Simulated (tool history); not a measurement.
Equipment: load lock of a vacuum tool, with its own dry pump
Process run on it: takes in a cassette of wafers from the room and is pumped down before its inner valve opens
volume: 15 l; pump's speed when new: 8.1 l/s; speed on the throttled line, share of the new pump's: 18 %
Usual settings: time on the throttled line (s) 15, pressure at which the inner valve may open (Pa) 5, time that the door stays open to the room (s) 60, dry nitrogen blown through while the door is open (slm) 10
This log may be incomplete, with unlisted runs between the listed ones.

run	day	time on the throttled line (s)	pressure at which the inner valve may open (Pa)	time that the door stays open to the room (s)	dry nitrogen blown through while the door is open (slm)	incoming humidity of the room's air, %	time from the closed door until the inner valve may open (s)	rise of the pressure with all valves shut (Pa/min)
1	0	15	5	60	10	44.7	30.9	0.077
2	23.454	15	5	60	10	43	31.4	0.072
3	45.896	15	5	60	10	45.3	31.9	0.082
4	69.196	15	5	60	10	47.5	31.2	0.085
5	81.496	15	5	60	10	45.6	30.7	0.085
6	102.679	12	5	60	10	47	29.3	0.092
7	123.125	12	5	60	10	45.3	29.5	0.09
8	148.021	12	5	60	10	45.4	29.3	0.092
9	172.188	9	5	60	10	43.5	26.9	0.094
10	196.058	15	5	60	10	43.7	32.2	0.093
11	209.671	8	5	60	10	43.5	26.7	0.096
12	225.696	8	5	60	10	46.3	26.8	0.108
13	245.596	8	5	60	10	48.3	26.6	0.109
14	266.833	8	5	60	10	47.1	26.7	0.109
15	287.017	16	5	66	10	46.7	34	0.117
16	300.992	16	6	98	26	43.6	33.1	0.105
17	327.55	16	6	98	26	45.3	33.1	0.107
18	344.408	15	5	94	17	45.7	33.4	0.127
19	357.383	21	5	60	25	44.7	37.8	0.11
20	385.279	21	5	60	25	44.5	38	0.107

Run 21 has not been measured yet. What should we expect?
21	412.892	10	5	60	12	45.4	?	?

For run 21 the tool returned time from the closed door until the inner valve may open (s) 29.5, rise of the pressure with all valves shut (Pa/min) 0.13.
Had the tool carried no hidden state, the very same run would have given time from the closed door until the inner valve may open (s) 27, rise of the pressure with all valves shut (Pa/min) 0.048.
